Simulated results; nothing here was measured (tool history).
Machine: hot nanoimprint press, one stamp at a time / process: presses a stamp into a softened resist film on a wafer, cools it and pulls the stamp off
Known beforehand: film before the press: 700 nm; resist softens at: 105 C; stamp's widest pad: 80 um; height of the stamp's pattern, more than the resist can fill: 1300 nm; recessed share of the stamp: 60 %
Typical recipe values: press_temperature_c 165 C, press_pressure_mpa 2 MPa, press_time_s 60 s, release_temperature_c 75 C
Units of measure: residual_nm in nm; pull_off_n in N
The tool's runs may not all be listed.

{"run": 1, "hour": 0.0, "press_temperature_c": 165, "press_pressure_mpa": 2, "press_time_s": 60, "release_temperature_c": 75, "residual_nm": 428.7, "pull_off_n": 195}
{"run": 2, "hour": 35.7, "press_temperature_c": 165, "press_pressure_mpa": 2, "press_time_s": 60, "release_temperature_c": 75, "residual_nm": 429.3, "pull_off_n": 196}
{"run": 3, "hour": 61.2, "press_temperature_c": 165, "press_pressure_mpa": 2, "press_time_s": 60, "release_temperature_c": 75, "residual_nm": 426.3, "pull_off_n": 196}
{"run": 4, "hour": 76.5, "press_temperature_c": 165, "press_pressure_mpa": 2, "press_time_s": 60, "release_temperature_c": 75, "residual_nm": 434.1, "pull_off_n": 203}
{"run": 5, "hour": 101.8, "press_temperature_c": 165, "press_pressure_mpa": 2.06, "press_time_s": 60, "release_temperature_c": 75, "residual_nm": 430.5, "pull_off_n": 201}
{"run": 6, "hour": 133.4, "press_temperature_c": 165, "press_pressure_mpa": 2.06, "press_time_s": 60, "release_temperature_c": 75, "residual_nm": 431.2, "pull_off_n": 202}
{"run": 7, "hour": 151.3, "press_temperature_c": 165, "press_pressure_mpa": 2.06, "press_time_s": 60, "release_temperature_c": 75, "residual_nm": 427.4, "pull_off_n": 201}
{"run": 8, "hour": 168.5, "press_temperature_c": 165, "press_pressure_mpa": 2.06, "press_time_s": 60, "release_temperature_c": 75, "residual_nm": 435.1, "pull_off_n": 206}
{"run": 9, "hour": 199.0, "press_temperature_c": 165, "press_pressure_mpa": 2, "press_time_s": 60, "release_temperature_c": 72, "residual_nm": 438.4, "pull_off_n": 224}
{"run": 10, "hour": 215.2, "press_temperature_c": 165, "press_pressure_mpa": 2, "press_time_s": 60, "release_temperature_c": 72, "residual_nm": 437.5, "pull_off_n": 231}
{"run": 11, "hour": 245.6, "press_temperature_c": 165, "press_pressure_mpa": 2, "press_time_s": 60, "release_temperature_c": 72, "residual_nm": 442, "pull_off_n": 225}
{"run": 12, "hour": 264.6, "press_temperature_c": 165, "press_pressure_mpa": 2, "press_time_s": 60, "release_temperature_c": 69, "residual_nm": 442.2, "pull_off_n": 253}
{"run": 13, "hour": 286.9, "press_temperature_c": 165, "press_pressure_mpa": 2, "press_time_s": 60, "release_temperature_c": 69, "residual_nm": 440.3, "pull_off_n": 246}
{"hour": 308.6, "done": "plate thermocouple calibrated"}
{"run": 14, "hour": 315.2, "press_temperature_c": 165, "press_pressure_mpa": 2, "press_time_s": 114, "release_temperature_c": 69, "residual_nm": 328.6, "pull_off_n": 243}
{"run": 15, "hour": 343.6, "press_temperature_c": 165, "press_pressure_mpa": 2.79, "press_time_s": 60, "release_temperature_c": 75, "residual_nm": 369.6, "pull_off_n": 210}
{"run": 16, "hour": 370.3, "press_temperature_c": 165, "press_pressure_mpa": 2.79, "press_time_s": 60, "release_temperature_c": 75, "residual_nm": 370.9, "pull_off_n": 212}
{"run": 17, "hour": 395.0, "press_temperature_c": 165, "press_pressure_mpa": 2.79, "press_time_s": 60, "release_temperature_c": 75, "residual_nm": 372.8, "pull_off_n": 210}
{"run": 18, "hour": 427.9, "press_temperature_c": 165, "press_pressure_mpa": 2.52, "press_time_s": 116, "release_temperature_c": 67, "residual_nm": 302.3, "pull_off_n": 257}
{"run": 19, "hour": 447.9, "press_temperature_c": 165, "press_pressure_mpa": 2.52, "press_time_s": 116, "release_temperature_c": 67, "residual_nm": 304.5, "pull_off_n": 261}
{"run": 20, "hour": 474.0, "press_temperature_c": 167, "press_pressure_mpa": 2.52, "press_time_s": 116, "release_temperature_c": 64, "residual_nm": 268.9, "pull_off_n": 276}
{"hour": 484.7, "done": "stamp cleaned and given a new release coat"}
{"run": 21, "hour": 500.4, "press_temperature_c": 159, "press_pressure_mpa": 1.83, "press_time_s": 116, "release_temperature_c": 64, "residual_nm": 477, "pull_off_n": 243}
{"run": 22, "hour": 531.1, "press_temperature_c": 159, "press_pressure_mpa": 1.83, "press_time_s": 116, "release_temperature_c": 64, "residual_nm": 476.8, "pull_off_n": 245}
{"run": 23, "hour": 556.6, "press_temperature_c": 176, "press_pressure_mpa": 2, "press_time_s": 60, "release_temperature_c": 75, "residual_nm": 235.7, "pull_off_n": 190}
{"run": 24, "hour": 581.0, "press_temperature_c": 173, "press_pressure_mpa": 1.75, "press_time_s": 60, "release_temperature_c": 82, "residual_nm": 295.3, "pull_off_n": 156}
{"run": 25, "hour": 597.8, "press_temperature_c": 176, "press_pressure_mpa": 3.17, "press_time_s": 106, "release_temperature_c": 67, "residual_nm": 148.8, "pull_off_n": 237}
{"run": 26, "hour": 615.1, "press_temperature_c": 176, "press_pressure_mpa": 2.77, "press_time_s": 69, "release_temperature_c": 67, "residual_nm": 193.6, "pull_off_n": 236}
{"run": 27, "hour": 643.2, "press_temperature_c": 175, "press_pressure_mpa": 2, "press_time_s": 96, "release_temperature_c": 71, "residual_nm": 205.8, "pull_off_n": 212}
{"run": 28, "hour": 679.4, "press_temperature_c": 175, "press_pressure_mpa": 2, "press_time_s": 96, "release_temperature_c": 71, "residual_nm": 208.5, "pull_off_n": 214}
{"run": 29, "hour": 709.2, "press_temperature_c": 165, "press_pressure_mpa": 2, "press_time_s": 60, "release_temperature_c": 83, "residual_nm": 437.6, "pull_off_n": 157}

Alternative continuations, all from the tool just after run 29; predict every row:
{"run": "A", "hour": 732.3, "press_temperature_c": 171, "press_pressure_mpa": 3.14, "press_time_s": 60, "release_temperature_c": 83, "residual_nm": "?", "pull_off_n": "?"}
{"run": "B", "hour": 732.3, "press_temperature_c": 165, "press_pressure_mpa": 2, "press_time_s": 60, "release_temperature_c": 82, "residual_nm": "?", "pull_off_n": "?"}
{"run": "C", "hour": 732.3, "press_temperature_c": 173, "press_pressure_mpa": 2.2, "press_time_s": 50, "release_temperature_c": 83, "residual_nm": "?", "pull_off_n": "?"}
{"run": "D", "hour": 732.3, "press_temperature_c": 161, "press_pressure_mpa": 2, "press_time_s": 60, "release_temperature_c": 83, "residual_nm": "?", "pull_off_n": "?"}

run=A residual_nm=266.3 pull_off_n=160
run=B residual_nm=435.4 pull_off_n=165
run=C residual_nm=298.7 pull_off_n=158
run=D residual_nm=514.8 pull_off_n=158
The same runs, with their run-to-run variation unchanged, on a tool lacking any hidden condition would have given:
run=A residual_nm=252.2 pull_off_n=146
run=B residual_nm=418.4 pull_off_n=152
run=C residual_nm=285.1 pull_off_n=145
run=D residual_nm=498.5 pull_off_n=145
